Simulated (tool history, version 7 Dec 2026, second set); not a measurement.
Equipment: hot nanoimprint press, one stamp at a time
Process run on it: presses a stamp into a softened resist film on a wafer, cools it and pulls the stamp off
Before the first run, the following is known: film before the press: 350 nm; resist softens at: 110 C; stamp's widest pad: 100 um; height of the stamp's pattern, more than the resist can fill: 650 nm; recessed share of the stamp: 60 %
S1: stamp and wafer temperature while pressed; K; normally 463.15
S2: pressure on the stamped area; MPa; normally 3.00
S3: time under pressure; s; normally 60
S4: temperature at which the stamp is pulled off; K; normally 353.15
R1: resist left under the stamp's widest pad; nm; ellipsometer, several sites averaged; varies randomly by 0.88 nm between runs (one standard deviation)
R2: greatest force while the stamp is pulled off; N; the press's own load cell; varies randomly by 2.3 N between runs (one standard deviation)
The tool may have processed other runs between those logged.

run 1 hour=0.0 | S1=463.15 S2=3.00 S3=60 S4=353.15 | R1=213.7 R2=137
run 2 hour=28.1 | S1=463.15 S2=3.00 S3=60 S4=353.15 | R1=214.2 R2=142
run 3 hour=62.8 | S1=463.15 S2=3.00 S3=60 S4=353.15 | R1=213.2 R2=142
run 4 hour=91.9 | S1=463.15 S2=3.00 S3=60 S4=353.15 | R1=216.0 R2=151
run 5 hour=122.8 | S1=463.15 S2=3.00 S3=60 S4=353.15 | R1=215.6 R2=151
run 6 hour=160.9 | S1=463.15 S2=3.00 S3=60 S4=353.15 | R1=218.6 R2=161
run 7 hour=195.3 | S1=454.15 S2=3.00 S3=60 S4=353.15 | R1=278.3 R2=163
run 8 hour=212.3 | S1=454.15 S2=3.00 S3=60 S4=353.15 | R1=279.2 R2=168
-- hour=240.3 stamp cleaned and given a new release coat
run 9 hour=249.7 | S1=454.15 S2=3.00 S3=60 S4=353.15 | R1=279.0 R2=111
run 10 hour=287.8 | S1=454.15 S2=3.00 S3=60 S4=353.15 | R1=279.2 R2=113
run 11 hour=318.1 | S1=454.15 S2=3.00 S3=60 S4=353.15 | R1=280.8 R2=123
run 12 hour=344.1 | S1=471.15 S2=4.02 S3=69 S4=353.15 | R1=144.5 R2=124
-- hour=372.4 plate thermocouple calibrated
run 13 hour=385.9 | S1=471.15 S2=4.02 S3=69 S4=353.15 | R1=132.7 R2=122

What if the next run were any one of these 4? Each begins from the tool's condition after run 13:
run A hour=415.1 | S1=457.15 S2=3.00 S3=60 S4=345.15 | R1=? R2=?
run B hour=415.1 | S1=471.15 S2=2.54 S3=78 S4=351.15 | R1=? R2=?
run C hour=415.1 | S1=466.15 S2=2.70 S3=60 S4=339.15 | R1=? R2=?
run D hour=415.1 | S1=463.15 S2=4.35 S3=60 S4=346.15 | R1=? R2=?

run=A R1=250.0 R2=137
run=B R1=151.0 R2=130
run=C R1=193.7 R2=158
run=D R1=183.8 R2=136
With the hidden condition removed and each run's random variation left untouched, the same runs would have given:
run=A R1=243.5 R2=110
run=B R1=145.8 R2=105
run=C R1=187.5 R2=127
run=D R1=174.0 R2=109
